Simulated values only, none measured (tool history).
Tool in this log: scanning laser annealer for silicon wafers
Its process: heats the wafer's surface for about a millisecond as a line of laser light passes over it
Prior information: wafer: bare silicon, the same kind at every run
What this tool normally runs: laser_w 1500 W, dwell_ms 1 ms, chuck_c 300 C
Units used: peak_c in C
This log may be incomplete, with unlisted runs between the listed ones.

| run | day | laser_w | dwell_ms | chuck_c | peak_c |
|---|---|---|---|---|---|
| 1 | 0 | 1500 | 1 | 300 | 1004 |
| 2 | 0.433 | 1331 | 1 | 300 | 925 |
| 3 | 1.067 | 1500 | 0.83 | 300 | 932 |
| 4 | 1.512 | 1500 | 1 | 300 | 1005 |
| 5 | 1.988 | 1500 | 1 | 300 | 1005 |
| 6 | 2.542 | 1500 | 1 | 300 | 1004 |
| 7 | 3.504 | 1500 | 1 | 300 | 1008 |
| 8 | 4.083 | 1500 | 1 | 300 | 1006 |
| 9 | 4.592 | 1500 | 1 | 300 | 1001 |
| 10 | 5.171 | 1500 | 1.16 | 300 | 1070 |
| 11 | 5.675 | 1500 | 1 | 300 | 1003 |
| 12 | 6.404 | 1500 | 1 | 300 | 1003 |
| 13 | 7.088 | 1500 | 1.13 | 300 | 1055 |
| 14 | 7.812 | 1500 | 1.13 | 300 | 1058 |
| 15 | 8.521 | 1500 | 1.13 | 300 | 1056 |
| 16 | 9.35 | 1609 | 1.23 | 336 | 1187 |
| 17 | 10.158 | 1609 | 0.72 | 318 | 944 |
| 18 | 10.604 | 1506 | 1.08 | 312 | 1053 |
| 19 | 11.375 | 1375 | 1 | 282 | 926 |
| 20 | 11.888 | 1500 | 1.18 | 280 | 1053 |
| 21 | 12.462 | 1323 | 1.18 | 310 | 994 |
| 22 | 13.229 | 1500 | 1.04 | 263 | 986 |
| 23 | 13.804 | 1518 | 1.04 | 263 | 993 |
| 24 | 14.662 | 1518 | 1.04 | 263 | 993 |
| 25 | 15.167 | 1518 | 1.04 | 263 | 991 |

Not shown here: 1 entry made in the log between runs. Locate each between two listed runs and compare the hidden state at the listed run before it with the hidden state at the listed run after it:
After run 6, before run 7: window over the wafer cleaned (day 3.171)
  light that passes the window, % of a clean one's: 99.92 -> 99.99; laser's true power over the reading, %: 0.01 -> 0
